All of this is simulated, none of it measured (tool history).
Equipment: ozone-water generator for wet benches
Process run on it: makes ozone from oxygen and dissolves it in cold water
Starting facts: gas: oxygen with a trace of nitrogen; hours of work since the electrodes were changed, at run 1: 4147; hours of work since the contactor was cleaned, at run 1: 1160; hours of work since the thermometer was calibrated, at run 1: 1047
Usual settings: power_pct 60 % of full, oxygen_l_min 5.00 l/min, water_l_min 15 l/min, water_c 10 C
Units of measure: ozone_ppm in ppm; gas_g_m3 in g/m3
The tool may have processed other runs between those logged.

run,day,power_pct,oxygen_l_min,water_l_min,water_c,hours of work since the electrodes were changed,hours of work since the contactor was cleaned,hours of work since the thermometer was calibrated,ozone_ppm,gas_g_m3
1,0.000,60,5.00,15,10,4147,1160,1047,17.2,139.1
2,5.321,60,5.00,15,10,4254,1267,1154,17.1,138.8
3,11.175,60,5.00,15,10,4371,1384,1271,17.2,137.3
4,13.971,60,5.00,15,10,4427,1441,1327,17.3,138.1
5,17.579,60,5.00,15,10,4500,1513,1400,17.3,136.2
6,22.038,60,5.00,15,10,4590,1603,1490,17.5,138.4
7,25.938,60,5.00,15,10,4668,1681,1568,17.3,137.0
8,29.804,60,5.00,15,10,4746,1759,1646,16.9,138.4
9,35.392,60,5.00,15,10,4858,1871,1758,17.2,137.5
10,38.467,60,5.00,15,10,4920,1933,1820,16.8,137.2
11,43.862,60,5.00,15,10,5028,2041,1928,17.1,136.8
12,49.275,60,5.00,15,9,5137,2150,2037,17.5,139.9
13,53.788,60,5.00,15,9,5228,2241,2128,17.4,136.8
14,58.842,60,5.00,15,10,5329,2342,2229,17.0,136.5
15,62.533,60,5.00,15,10,5404,2417,2303,17.3,137.4
16,68.012,60,5.00,15,10,5514,2527,2414,16.9,138.7
17,73.862,60,5.00,15,10,5631,2644,2531,17.2,138.0
18,78.367,75,8.29,15,6,5722,2735,2622,24.0,140.4
19,82.958,75,8.29,15,6,5814,2827,2714,23.9,139.8
20,87.229,75,8.29,9,12,5900,2913,2800,30.2,140.5
21,91.367,75,8.29,9,12,5983,2996,2883,30.7,140.4
# day 95.054: contactor cleaned
22,96.729,72,5.00,14,10,6088,34,2987,21.1,156.4

Predict the results of run 23:
23,101.204,60,7.88,15,10,6178,124,3077,?,?

ozone_ppm: 18.5 ppm
gas_g_m3: 119.9 g/m3
With no hidden state in the tool, this same run would have given ozone_ppm 18.6 ppm, gas_g_m3 120.3 g/m3.
